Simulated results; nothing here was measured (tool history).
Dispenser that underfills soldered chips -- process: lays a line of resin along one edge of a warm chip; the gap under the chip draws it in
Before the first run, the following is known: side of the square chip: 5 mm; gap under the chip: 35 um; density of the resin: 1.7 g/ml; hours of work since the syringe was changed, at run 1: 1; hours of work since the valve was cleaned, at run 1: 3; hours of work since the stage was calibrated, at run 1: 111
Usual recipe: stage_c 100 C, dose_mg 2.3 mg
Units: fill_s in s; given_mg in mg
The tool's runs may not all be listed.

| run | hour | stage_c | dose_mg | hours of work since the syringe was changed | hours of work since the valve was cleaned | hours of work since the stage was calibrated | fill_s | given_mg |
|---|---|---|---|---|---|---|---|---|
| 1 | 0 | 100 | 2.3 | 1 | 3 | 111 | 73.1 | 2.24 |
| 2 | 3.2 | 100 | 2.3 | 4 | 6 | 113 | 84.5 | 2.27 |
| 3 | 8 | 100 | 2.3 | 7 | 9 | 116 | 106.7 | 2.25 |
|  | 11.2 | new syringe of resin |
| 4 | 11.6 | 100 | 2.3 | 0 | 11 | 119 | 70.1 | 2.21 |
| 5 | 16.5 | 100 | 2.3 | 4 | 15 | 122 | 86.8 | 2.3 |
| 6 | 20.4 | 100 | 2.49 | 7 | 18 | 125 | 103.1 | 2.43 |
|  | 23.6 | new syringe of resin |
| 7 | 26.8 | 100 | 2.3 | 2 | 22 | 129 | 76.4 | 2.25 |
| 8 | 31.2 | 100 | 2.3 | 5 | 25 | 132 | 95.4 | 2.29 |
|  | 36.1 | new syringe of resin |
| 9 | 36.8 | 100 | 2.64 | 0 | 29 | 136 | 69.8 | 2.55 |
| 10 | 42.2 | 100 | 2.64 | 4 | 33 | 140 | 89.4 | 2.58 |
|  | 48.6 | new syringe of resin |
| 11 | 48.7 | 100 | 2.64 | 0 | 37 | 145 | 68.7 | 2.55 |
| 12 | 53.2 | 108 | 2.3 | 3 | 41 | 148 | 61.1 | 2.22 |
| 13 | 56.8 | 112 | 2.3 | 6 | 43 | 150 | 61.7 | 2.21 |
| 14 | 59.5 | 112 | 2.3 | 8 | 45 | 152 | 68.9 | 2.23 |
|  | 61.1 | new syringe of resin |
| 15 | 62.6 | 100 | 2.77 | 1 | 47 | 154 | 71.6 | 2.63 |
| 16 | 67.6 | 108 | 2.3 | 5 | 51 | 158 | 66.9 | 2.18 |
| 17 | 72.2 | 108 | 2.13 | 8 | 54 | 161 | 84.6 | 2.08 |
|  | 73.9 | new syringe of resin |
| 18 | 77.4 | 108 | 2.13 | 2 | 57 | 165 | 57.9 | 2.06 |
| 19 | 83.7 | 91 | 2.71 | 7 | 62 | 169 | 156.6 | 2.58 |
|  | 86.3 | new syringe of resin |
| 20 | 86.7 | 104 | 2.55 | 0 | 64 | 171 | 56.6 | 2.4 |
| 21 | 91.2 | 94 | 2.3 | 3 | 67 | 174 | 109.5 | 2.16 |
| 22 | 97 | 106 | 2.8 | 8 | 71 | 178 | 87.4 | 2.63 |
|  | 98.8 | new syringe of resin |
| 23 | 101.3 | 100 | 2.22 | 2 | 74 | 181 | 77.2 | 2.14 |
| 24 | 104.8 | 88 | 2.28 | 4 | 77 | 184 | 148.5 | 2.11 |
| 25 | 110.3 | 88 | 2.24 | 8 | 81 | 188 | 198.5 | 2.1 |
|  | 111.2 | new syringe of resin |
| 26 | 116.4 | 93 | 2.75 | 4 | 85 | 192 | 115.2 | 2.53 |
| 27 | 121.1 | 88 | 2.03 | 7 | 88 | 195 | 187.3 | 1.87 |
|  | 123.7 | new syringe of resin |
|  | 126.2 | dispensing valve cleaned and set on the balance |
| 28 | 127.3 | 89 | 2.25 | 2 | 1 | 199 | 117.9 | 2.23 |
| 29 | 131.2 | 89 | 2.25 | 5 | 4 | 202 | 144.7 | 2.22 |
| 30 | 135 | 106 | 2.15 | 7 | 6 | 204 | 83.2 | 2.09 |
|  | 137.3 | new syringe of resin |
| 31 | 139.8 | 89 | 2.15 | 2 | 10 | 207 | 120.2 | 2.13 |
| 32 | 143.3 | 105 | 2.94 | 4 | 12 | 210 | 69.2 | 2.92 |
| 33 | 147.9 | 87 | 2.59 | 8 | 15 | 213 | 188.8 | 2.58 |
|  | 149.7 | new syringe of resin |
| 34 | 154.4 | 103 | 2.62 | 3 | 20 | 218 | 69.8 | 2.6 |
| 35 | 157 | 106 | 2.64 | 5 | 22 | 220 | 70.1 | 2.57 |

Each row is a separate what-if for the run after 35, all from the same tool condition, not one after another. Results?
|  | 162 | new syringe of resin |
| A | 162.2 | 106 | 2.3 | 0 | 25 | 223 | ? | ? |
|  | 162 | new syringe of resin |
| B | 162.2 | 98 | 2.7 | 0 | 25 | 223 | ? | ? |
|  | 162 | new syringe of resin |
| C | 162.2 | 87 | 2.64 | 0 | 25 | 223 | ? | ? |

| run | fill_s | given_mg |
|---|---|---|
| A | 51.7 | 2.27 |
| B | 70.3 | 2.66 |
| C | 117.9 | 2.59 |
With no hidden state in the tool, these same runs would have given:
| run | fill_s | given_mg |
|---|---|---|
| A | 54.5 | 2.32 |
| B | 74.5 | 2.72 |
| C | 125.3 | 2.64 |
